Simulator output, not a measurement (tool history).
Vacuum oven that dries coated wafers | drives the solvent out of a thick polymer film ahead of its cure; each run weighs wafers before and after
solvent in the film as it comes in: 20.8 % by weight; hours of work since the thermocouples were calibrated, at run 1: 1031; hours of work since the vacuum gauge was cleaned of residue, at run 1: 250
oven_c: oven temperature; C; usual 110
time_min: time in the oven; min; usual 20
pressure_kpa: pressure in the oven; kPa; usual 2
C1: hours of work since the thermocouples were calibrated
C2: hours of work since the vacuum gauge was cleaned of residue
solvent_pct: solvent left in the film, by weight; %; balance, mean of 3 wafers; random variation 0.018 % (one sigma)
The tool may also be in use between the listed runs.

{"run": 1, "hour": 0.0, "oven_c": 110, "time_min": 20, "pressure_kpa": 2, "C1": 1031, "C2": 250, "solvent_pct": 4.85}
{"run": 2, "hour": 33.1, "oven_c": 110, "time_min": 20, "pressure_kpa": 2, "C1": 1052, "C2": 271, "solvent_pct": 4.89}
{"run": 3, "hour": 75.1, "oven_c": 110, "time_min": 20, "pressure_kpa": 2, "C1": 1080, "C2": 299, "solvent_pct": 4.86}
{"run": 4, "hour": 112.0, "oven_c": 110, "time_min": 20, "pressure_kpa": 2, "C1": 1104, "C2": 323, "solvent_pct": 4.86}
{"run": 5, "hour": 149.5, "oven_c": 110, "time_min": 20, "pressure_kpa": 2, "C1": 1128, "C2": 347, "solvent_pct": 4.82}
{"run": 6, "hour": 183.1, "oven_c": 110, "time_min": 11, "pressure_kpa": 2, "C1": 1150, "C2": 369, "solvent_pct": 8.31}
{"run": 7, "hour": 217.5, "oven_c": 110, "time_min": 11, "pressure_kpa": 2.61, "C1": 1173, "C2": 392, "solvent_pct": 8.53}
{"run": 8, "hour": 258.6, "oven_c": 110, "time_min": 11, "pressure_kpa": 2.61, "C1": 1200, "C2": 419, "solvent_pct": 8.51}
{"run": 9, "hour": 300.9, "oven_c": 110, "time_min": 20, "pressure_kpa": 1.58, "C1": 1227, "C2": 446, "solvent_pct": 4.69}
{"run": 10, "hour": 330.0, "oven_c": 110, "time_min": 28, "pressure_kpa": 1.58, "C1": 1246, "C2": 465, "solvent_pct": 2.98}
{"run": 11, "hour": 353.0, "oven_c": 112, "time_min": 28, "pressure_kpa": 1.58, "C1": 1261, "C2": 480, "solvent_pct": 2.54}
{"run": 12, "hour": 392.7, "oven_c": 112, "time_min": 28, "pressure_kpa": 1.58, "C1": 1287, "C2": 506, "solvent_pct": 2.56}
{"run": 13, "hour": 432.0, "oven_c": 112, "time_min": 28, "pressure_kpa": 1.58, "C1": 1313, "C2": 532, "solvent_pct": 2.55}
{"run": 14, "hour": 454.8, "oven_c": 112, "time_min": 28, "pressure_kpa": 1.58, "C1": 1328, "C2": 547, "solvent_pct": 2.56}
{"run": 15, "hour": 481.9, "oven_c": 121, "time_min": 15, "pressure_kpa": 2, "C1": 1345, "C2": 564, "solvent_pct": 3.43}
{"run": 16, "hour": 507.1, "oven_c": 113, "time_min": 16, "pressure_kpa": 1.49, "C1": 1362, "C2": 581, "solvent_pct": 5.03}
{"run": 17, "hour": 552.3, "oven_c": 119, "time_min": 20, "pressure_kpa": 7.43, "C1": 1391, "C2": 610, "solvent_pct": 4.51}
{"run": 18, "hour": 586.9, "oven_c": 119, "time_min": 20, "pressure_kpa": 7.43, "C1": 1414, "C2": 633, "solvent_pct": 4.49}

Run 19 comes next. What will it give?
{"run": 19, "hour": 619.9, "oven_c": 119, "time_min": 20, "pressure_kpa": 7.43, "C1": 1436, "C2": 655, "solvent_pct": "?"}

solvent_pct: 4.53 %
Without the tool's hidden state the same run would have given solvent_pct 4.54 %.
